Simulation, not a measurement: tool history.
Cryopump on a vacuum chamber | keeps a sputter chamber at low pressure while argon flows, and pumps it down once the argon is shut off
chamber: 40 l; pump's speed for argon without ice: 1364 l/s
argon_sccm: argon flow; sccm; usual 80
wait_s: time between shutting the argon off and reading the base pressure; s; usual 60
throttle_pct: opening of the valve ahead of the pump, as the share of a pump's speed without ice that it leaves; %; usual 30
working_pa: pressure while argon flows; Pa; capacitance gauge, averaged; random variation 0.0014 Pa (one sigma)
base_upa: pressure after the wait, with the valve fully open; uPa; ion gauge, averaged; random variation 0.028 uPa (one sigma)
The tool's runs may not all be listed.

{"run": 1, "hour": 0.0, "argon_sccm": 80, "wait_s": 60, "throttle_pct": 30, "working_pa": 0.3358, "base_upa": 2.72}
{"run": 2, "hour": 35.5, "argon_sccm": 80, "wait_s": 60, "throttle_pct": 29, "working_pa": 0.3468, "base_upa": 2.81}
{"run": 3, "hour": 58.0, "argon_sccm": 80, "wait_s": 60, "throttle_pct": 29, "working_pa": 0.3482, "base_upa": 2.85}
{"run": 4, "hour": 91.0, "argon_sccm": 80, "wait_s": 289, "throttle_pct": 30, "working_pa": 0.3354, "base_upa": 2.0}
{"run": 5, "hour": 128.3, "argon_sccm": 80, "wait_s": 289, "throttle_pct": 30, "working_pa": 0.3364, "base_upa": 2.1}
{"run": 6, "hour": 171.1, "argon_sccm": 80, "wait_s": 289, "throttle_pct": 30, "working_pa": 0.3385, "base_upa": 2.16}
{"run": 7, "hour": 190.2, "argon_sccm": 80, "wait_s": 29, "throttle_pct": 30, "working_pa": 0.3371, "base_upa": 4.16}
{"run": 8, "hour": 210.8, "argon_sccm": 134, "wait_s": 60, "throttle_pct": 30, "working_pa": 0.5706, "base_upa": 3.09}
{"run": 9, "hour": 252.9, "argon_sccm": 80, "wait_s": 60, "throttle_pct": 22, "working_pa": 0.4586, "base_upa": 3.11}
{"run": 10, "hour": 294.1, "argon_sccm": 80, "wait_s": 60, "throttle_pct": 30, "working_pa": 0.3408, "base_upa": 3.22}
{"run": 11, "hour": 327.1, "argon_sccm": 80, "wait_s": 60, "throttle_pct": 30, "working_pa": 0.3445, "base_upa": 3.32}
{"run": 12, "hour": 363.3, "argon_sccm": 134, "wait_s": 60, "throttle_pct": 30, "working_pa": 0.5758, "base_upa": 3.3}
{"run": 13, "hour": 394.9, "argon_sccm": 134, "wait_s": 60, "throttle_pct": 30, "working_pa": 0.5771, "base_upa": 3.32}
{"run": 14, "hour": 425.9, "argon_sccm": 134, "wait_s": 60, "throttle_pct": 30, "working_pa": 0.5801, "base_upa": 3.4}
{"run": 15, "hour": 456.3, "argon_sccm": 134, "wait_s": 60, "throttle_pct": 30, "working_pa": 0.5784, "base_upa": 3.41}
{"hour": 486.2, "done": "leaking fittings of the chamber tightened, without venting"}
{"run": 16, "hour": 490.8, "argon_sccm": 80, "wait_s": 76, "throttle_pct": 30, "working_pa": 0.3474, "base_upa": 1.14}
{"run": 17, "hour": 521.4, "argon_sccm": 80, "wait_s": 23, "throttle_pct": 30, "working_pa": 0.348, "base_upa": 3.25}
{"run": 18, "hour": 551.6, "argon_sccm": 36, "wait_s": 124, "throttle_pct": 44, "working_pa": 0.1101, "base_upa": 0.88}
{"run": 19, "hour": 592.8, "argon_sccm": 36, "wait_s": 124, "throttle_pct": 44, "working_pa": 0.1087, "base_upa": 0.93}
{"run": 20, "hour": 633.5, "argon_sccm": 95, "wait_s": 60, "throttle_pct": 30, "working_pa": 0.4189, "base_upa": 1.55}
{"run": 21, "hour": 669.7, "argon_sccm": 146, "wait_s": 144, "throttle_pct": 22, "working_pa": 0.8633, "base_upa": 0.97}
{"run": 22, "hour": 688.4, "argon_sccm": 136, "wait_s": 60, "throttle_pct": 46, "working_pa": 0.4068, "base_upa": 1.62}
{"run": 23, "hour": 732.4, "argon_sccm": 80, "wait_s": 21, "throttle_pct": 30, "working_pa": 0.3545, "base_upa": 3.75}
{"run": 24, "hour": 756.9, "argon_sccm": 80, "wait_s": 60, "throttle_pct": 46, "working_pa": 0.2428, "base_upa": 1.76}
{"run": 25, "hour": 776.4, "argon_sccm": 80, "wait_s": 60, "throttle_pct": 46, "working_pa": 0.2429, "base_upa": 1.73}
{"run": 26, "hour": 795.4, "argon_sccm": 42, "wait_s": 63, "throttle_pct": 18, "working_pa": 0.3029, "base_upa": 1.7}
{"run": 27, "hour": 828.6, "argon_sccm": 42, "wait_s": 131, "throttle_pct": 18, "working_pa": 0.3056, "base_upa": 1.24}
{"run": 28, "hour": 869.8, "argon_sccm": 75, "wait_s": 50, "throttle_pct": 19, "working_pa": 0.5169, "base_upa": 2.11}
{"run": 29, "hour": 897.9, "argon_sccm": 75, "wait_s": 50, "throttle_pct": 19, "working_pa": 0.5169, "base_upa": 2.13}
{"run": 30, "hour": 929.0, "argon_sccm": 37, "wait_s": 111, "throttle_pct": 38, "working_pa": 0.1372, "base_upa": 1.47}
{"hour": 944.7, "done": "pump warmed up, emptied and cooled again"}
{"run": 31, "hour": 966.0, "argon_sccm": 37, "wait_s": 111, "throttle_pct": 38, "working_pa": 0.1206, "base_upa": 1.32}
{"run": 32, "hour": 986.0, "argon_sccm": 37, "wait_s": 105, "throttle_pct": 38, "working_pa": 0.121, "base_upa": 1.36}
{"run": 33, "hour": 1019.9, "argon_sccm": 37, "wait_s": 105, "throttle_pct": 38, "working_pa": 0.1221, "base_upa": 1.37}

Forecast each of these 4 alternatives for the next run:
{"run": "A", "hour": 1045.6, "argon_sccm": 37, "wait_s": 105, "throttle_pct": 20, "working_pa": "?", "base_upa": "?"}
{"run": "B", "hour": 1045.6, "argon_sccm": 105, "wait_s": 44, "throttle_pct": 38, "working_pa": "?", "base_upa": "?"}
{"run": "C", "hour": 1045.6, "argon_sccm": 108, "wait_s": 61, "throttle_pct": 30, "working_pa": "?", "base_upa": "?"}
{"run": "D", "hour": 1045.6, "argon_sccm": 63, "wait_s": 123, "throttle_pct": 20, "working_pa": "?", "base_upa": "?"}

run=A working_pa=0.2296 base_upa=1.37
run=B working_pa=0.3455 base_upa=2.32
run=C working_pa=0.4486 base_upa=1.93
run=D working_pa=0.3923 base_upa=1.33
Without the tool's hidden state the same runs would have given:
run=A working_pa=0.2281 base_upa=0.83
run=B working_pa=0.3413 base_upa=1.76
run=C working_pa=0.4443 base_upa=1.37
run=D working_pa=0.3898 base_upa=0.77
